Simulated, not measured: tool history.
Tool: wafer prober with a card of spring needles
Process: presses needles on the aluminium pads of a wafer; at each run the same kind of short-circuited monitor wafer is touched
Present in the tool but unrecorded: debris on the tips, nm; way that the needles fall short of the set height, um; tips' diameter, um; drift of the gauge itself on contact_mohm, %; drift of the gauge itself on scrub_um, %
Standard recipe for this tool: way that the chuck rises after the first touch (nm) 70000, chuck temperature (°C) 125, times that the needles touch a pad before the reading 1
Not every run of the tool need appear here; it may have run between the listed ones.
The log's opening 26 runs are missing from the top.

| run | hour | way that the chuck rises after the first touch (nm) | chuck temperature (°C) | times that the needles touch a pad before the reading | touches since the tips were cleaned | cleanings since the card got new needles | touches since the first contact's height was set | resistance of one needle with its contact and lead (mohm) | way that a needle slides on the pad (nm) |
|---|---|---|---|---|---|---|---|---|---|
|  | 195.4 | tips cleaned on abrasive film |
| 27 | 203.3 | 51000 | 29 | 2 | 3034 | 13 | 97443 | 253 | 6672 |
|  | 207.5 | height of the first contact set anew |
| 28 | 212.1 | 70000 | 115 | 1 | 6282 | 13 | 1755 | 274 | 9279 |
|  | 215.4 | tips cleaned on abrasive film |
| 29 | 216.7 | 70000 | 32 | 2 | 523 | 14 | 3485 | 193 | 9268 |
| 30 | 225.6 | 70000 | 61 | 2 | 3920 | 14 | 6882 | 231 | 9270 |
|  | 234.3 | tips cleaned on abrasive film |
| 31 | 235.5 | 58000 | 99 | 1 | 447 | 15 | 10628 | 224 | 7675 |
| 32 | 245.4 | 87000 | 36 | 1 | 4244 | 15 | 14425 | 231 | 11531 |
|  | 253.5 | tips cleaned on abrasive film |
| 33 | 253.8 | 87000 | 36 | 1 | 101 | 16 | 17598 | 186 | 11512 |
| 34 | 264.1 | 82000 | 31 | 3 | 4044 | 16 | 21541 | 198 | 10848 |

Branching from run 34: 3 alternative next runs. What would each branch give?
|  | 272.4 | tips cleaned on abrasive film |
| A | 273.3 | 70000 | 72 | 2 | 360 | 17 | 25037 | ? | ? |
|  | 272.4 | tips cleaned on abrasive film |
| B | 273.3 | 60000 | 110 | 3 | 360 | 17 | 25037 | ? | ? |
|  | 272.4 | tips cleaned on abrasive film |
| C | 273.3 | 82000 | 88 | 3 | 360 | 17 | 25037 | ? | ? |

| run | resistance of one needle with its contact and lead (mohm) | way that a needle slides on the pad (nm) |
|---|---|---|
| A | 195 | 9245 |
| B | 206 | 7931 |
| C | 193 | 10825 |
Without the tool's hidden state the same runs would have given:
| run | resistance of one needle with its contact and lead (mohm) | way that a needle slides on the pad (nm) |
|---|---|---|
| A | 187 | 9271 |
| B | 200 | 7957 |
| C | 189 | 10851 |
